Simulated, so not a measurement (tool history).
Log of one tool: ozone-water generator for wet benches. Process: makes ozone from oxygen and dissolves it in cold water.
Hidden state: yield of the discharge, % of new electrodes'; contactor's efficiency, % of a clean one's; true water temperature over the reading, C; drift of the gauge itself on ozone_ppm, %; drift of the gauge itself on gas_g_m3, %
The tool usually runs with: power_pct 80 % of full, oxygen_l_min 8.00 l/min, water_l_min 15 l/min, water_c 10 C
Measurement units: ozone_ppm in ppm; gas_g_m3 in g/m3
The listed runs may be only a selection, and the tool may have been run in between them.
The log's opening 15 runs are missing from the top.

run	hour	power_pct	oxygen_l_min	water_l_min	water_c	hours of work since the electrodes were changed	hours of work since the contactor was cleaned	hours of work since the thermometer was calibrated	ozone_ppm	gas_g_m3
16	1772.9	80	7.65	15	10	1573	1406	5166	25.5	169.9
# hour 1830.3: gauge calibrated
# hour 1843.7: water thermometer calibrated
17	1904.7	42	8.93	16	18	1666	1499	43	14.4	109.1
18	2007.9	92	5.11	16	18	1739	1572	116	23.9	228.5
19	2083.1	53	8.00	15	10	1793	1626	170	20.5	130.5
20	2238.1	53	7.51	18	7	1902	1735	280	18.4	135.8
21	2348.1	73	8.00	11	13	1981	1814	358	28.5	154.9
22	2486.8	73	8.00	11	13	2079	1912	456	29.1	154.5
23	2588.6	68	8.00	10	13	2151	1984	528	29.4	150.9
24	2733.9	68	8.00	10	13	2254	2087	631	30.2	151.7
25	2808.5	80	12.01	15	14	2307	2140	684	21.2	127.5
26	2969.3	45	5.20	15	14	2421	2254	798	18.6	158.6
27	3079.9	45	5.20	15	14	2500	2333	877	18.5	159.2
28	3157.4	45	5.16	15	5	2555	2388	932	21.3	160.0
29	3314.5	51	8.00	9	15	2666	2499	1043	25.9	128.6
30	3423.6	51	9.67	16	15	2743	2576	1121	16.7	116.9
31	3571.2	79	12.50	18	17	2848	2681	1225	17.1	126.4
32	3710.4	79	10.29	18	17	2947	2780	1324	18.1	141.3

Here are 4 independent what-if runs from the current tool condition. What would each one return?
A	3824.1	79	7.49	17	17	3028	2861	1405	?	?
B	3824.1	79	4.37	18	6	3028	2861	1405	?	?
C	3824.1	64	7.18	14	17	3028	2861	1405	?	?
D	3824.1	79	11.74	12	15	3028	2861	1405	?	?

run	ozone_ppm	gas_g_m3
A	20.2	170.3
B	23.1	237.3
C	21.4	157.7
D	23.9	129.9
Had the tool no hidden state, the same runs would have come out as:
run	ozone_ppm	gas_g_m3
A	20.2	165.1
B	23.1	230.1
C	21.4	152.8
D	23.9	125.9
